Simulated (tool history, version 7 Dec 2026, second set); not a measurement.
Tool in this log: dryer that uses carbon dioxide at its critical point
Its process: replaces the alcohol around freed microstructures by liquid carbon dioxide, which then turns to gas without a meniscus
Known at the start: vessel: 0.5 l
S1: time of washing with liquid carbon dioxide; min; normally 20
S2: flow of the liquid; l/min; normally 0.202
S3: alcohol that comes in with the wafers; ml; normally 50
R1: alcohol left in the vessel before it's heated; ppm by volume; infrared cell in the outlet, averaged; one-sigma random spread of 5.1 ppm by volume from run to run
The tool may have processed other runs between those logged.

run,day,S1,S2,S3,R1
1,0.000,20,0.202,50,229
2,1.433,20,0.202,44,219
3,3.375,20,0.202,50,240
4,5.421,20,0.202,50,271
5,7.758,20,0.202,50,288
6,9.742,20,0.202,50,303
# day 12.179: inlet filter changed
7,12.179,27,0.202,50,117
8,13.696,27,0.202,50,132
9,16.567,27,0.202,50,142
10,19.138,25,0.202,50,145
# day 20.388: purifier's bed changed
11,21.546,20,0.202,50,94
12,22.971,21,0.202,50,69
13,25.325,16,0.154,39,1119
14,28.079,22,0.213,38,48
15,29.988,20,0.205,29,87
16,32.550,26,0.297,42,23
17,34.342,20,0.176,45,315
18,36.421,14,0.188,50,1428
19,39.342,16,0.341,50,58
20,42.100,16,0.273,52,159
# day 42.929: inlet filter changed
21,43.812,16,0.273,52,92
22,46.538,25,0.273,93,48
23,47.912,22,0.202,24,68

Alternative continuations, all from the tool just after run 23; predict every row:
A,49.946,20,0.170,30,?
B,49.946,23,0.202,24,?
C,49.946,14,0.202,24,?
D,49.946,23,0.170,87,?
E,49.946,20,0.287,50,?

run,R1
A,212
B,71
C,409
D,248
E,72
Without the tool's unlogged condition, the same runs would have read:
run,R1
A,118
B,6
C,280
D,138
E,10

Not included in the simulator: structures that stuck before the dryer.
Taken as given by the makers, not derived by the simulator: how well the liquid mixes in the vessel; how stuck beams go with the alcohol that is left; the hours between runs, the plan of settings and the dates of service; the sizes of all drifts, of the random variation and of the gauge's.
